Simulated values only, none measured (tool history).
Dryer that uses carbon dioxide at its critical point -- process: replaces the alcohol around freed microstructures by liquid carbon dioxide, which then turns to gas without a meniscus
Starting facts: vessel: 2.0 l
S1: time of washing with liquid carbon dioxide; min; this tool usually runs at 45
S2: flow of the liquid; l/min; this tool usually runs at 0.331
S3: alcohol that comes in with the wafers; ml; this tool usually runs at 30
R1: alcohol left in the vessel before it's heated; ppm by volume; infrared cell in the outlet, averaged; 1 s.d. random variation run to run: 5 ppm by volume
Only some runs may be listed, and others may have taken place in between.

{"run": 1, "hour": 0.0, "S1": 45, "S2": 0.331, "S3": 30, "R1": 91}
{"run": 2, "hour": 56.7, "S1": 45, "S2": 0.331, "S3": 30, "R1": 87}
{"run": 3, "hour": 110.7, "S1": 45, "S2": 0.331, "S3": 30, "R1": 84}
{"run": 4, "hour": 164.1, "S1": 45, "S2": 0.331, "S3": 30, "R1": 85}
{"run": 5, "hour": 208.0, "S1": 45, "S2": 0.331, "S3": 30, "R1": 95}
{"run": 6, "hour": 257.0, "S1": 45, "S2": 0.331, "S3": 30, "R1": 90}
{"hour": 276.5, "done": "inlet filter changed"}
{"run": 7, "hour": 296.1, "S1": 45, "S2": 0.331, "S3": 30, "R1": 97}
{"run": 8, "hour": 335.7, "S1": 28, "S2": 0.298, "S3": 36, "R1": 388}
{"run": 9, "hour": 380.5, "S1": 45, "S2": 0.207, "S3": 30, "R1": 280}
{"run": 10, "hour": 435.9, "S1": 45, "S2": 0.207, "S3": 30, "R1": 289}
{"run": 11, "hour": 495.0, "S1": 69, "S2": 0.331, "S3": 24, "R1": 92}
{"run": 12, "hour": 545.7, "S1": 68, "S2": 0.208, "S3": 21, "R1": 96}
{"run": 13, "hour": 589.0, "S1": 28, "S2": 0.419, "S3": 33, "R1": 147}
{"run": 14, "hour": 628.2, "S1": 28, "S2": 0.419, "S3": 33, "R1": 160}

Below, each run's measurement less what the same run would have read without the hidden state. Both values contain the same run-to-run variation, but the gauge's scatter may not be the same in both:
Unlogged tool condition in this case: flow that reaches the vessel past the clogged filter, %; alcohol in the recycled carbon dioxide, ppm; drift of the gauge itself on alcohol_ppm, %.
run=1 R1=+69
run=2 R1=+72
run=3 R1=+74
run=4 R1=+77
run=5 R1=+79
run=6 R1=+82
run=7 R1=+74
run=8 R1=+92
run=9 R1=+96
run=10 R1=+108
run=11 R1=+82
run=12 R1=+89
run=13 R1=+105
run=14 R1=+108
